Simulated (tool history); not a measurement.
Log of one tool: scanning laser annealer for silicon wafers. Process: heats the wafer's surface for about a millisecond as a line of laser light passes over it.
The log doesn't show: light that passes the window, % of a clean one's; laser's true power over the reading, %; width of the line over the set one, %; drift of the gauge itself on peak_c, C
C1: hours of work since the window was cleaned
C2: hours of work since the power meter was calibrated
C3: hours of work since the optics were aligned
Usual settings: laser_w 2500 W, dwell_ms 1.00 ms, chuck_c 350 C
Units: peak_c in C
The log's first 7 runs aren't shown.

Run 8, hour 271.1: usual settings; C1 212; C2 975; C3 261. Result: peak_c 1141 C.
Run 9, hour 310.4: usual settings but laser_w 2221 W; C1 243; C2 1006; C3 292. Result: peak_c 1061 C.
Run 10, hour 342.5: usual settings but chuck_c 358 C; C1 268; C2 1031; C3 317. Result: peak_c 1147 C.
Run 11, hour 366.2: usual settings but chuck_c 358 C; C1 287; C2 1049; C3 336. Result: peak_c 1146 C.
Run 12, hour 408.2: usual settings but chuck_c 358 C; C1 320; C2 1082; C3 369. Result: peak_c 1149 C.
Run 13, hour 457.9: usual settings but chuck_c 358 C; C1 359; C2 1121; C3 408. Result: peak_c 1145 C.
Run 14, hour 506.0: usual settings but chuck_c 358 C; C1 397; C2 1159; C3 445. Result: peak_c 1143 C.
Run 15, hour 546.2: usual settings but laser_w 2621 W; C1 428; C2 1191; C3 477. Result: peak_c 1167 C.
Run 16, hour 570.0: usual settings but laser_w 2621 W, dwell_ms 0.88 ms; C1 447; C2 1209; C3 496. Result: peak_c 1122 C.
Run 17, hour 614.2: usual settings but laser_w 2621 W, dwell_ms 0.88 ms; C1 481; C2 1244; C3 530. Result: peak_c 1121 C.
Run 18, hour 664.4: usual settings but laser_w 2645 W, dwell_ms 0.99 ms; C1 521; C2 1283; C3 570. Result: peak_c 1168 C.

Forecast run 19:
Run 19, hour 690.4: usual settings but laser_w 2645 W, dwell_ms 0.99 ms; C1 541; C2 1304; C3 590. Result: peak_c ?.

{"run 19": {"peak_c": 1164}}
Without the tool's hidden state the same run would have given peak_c 1192 C.

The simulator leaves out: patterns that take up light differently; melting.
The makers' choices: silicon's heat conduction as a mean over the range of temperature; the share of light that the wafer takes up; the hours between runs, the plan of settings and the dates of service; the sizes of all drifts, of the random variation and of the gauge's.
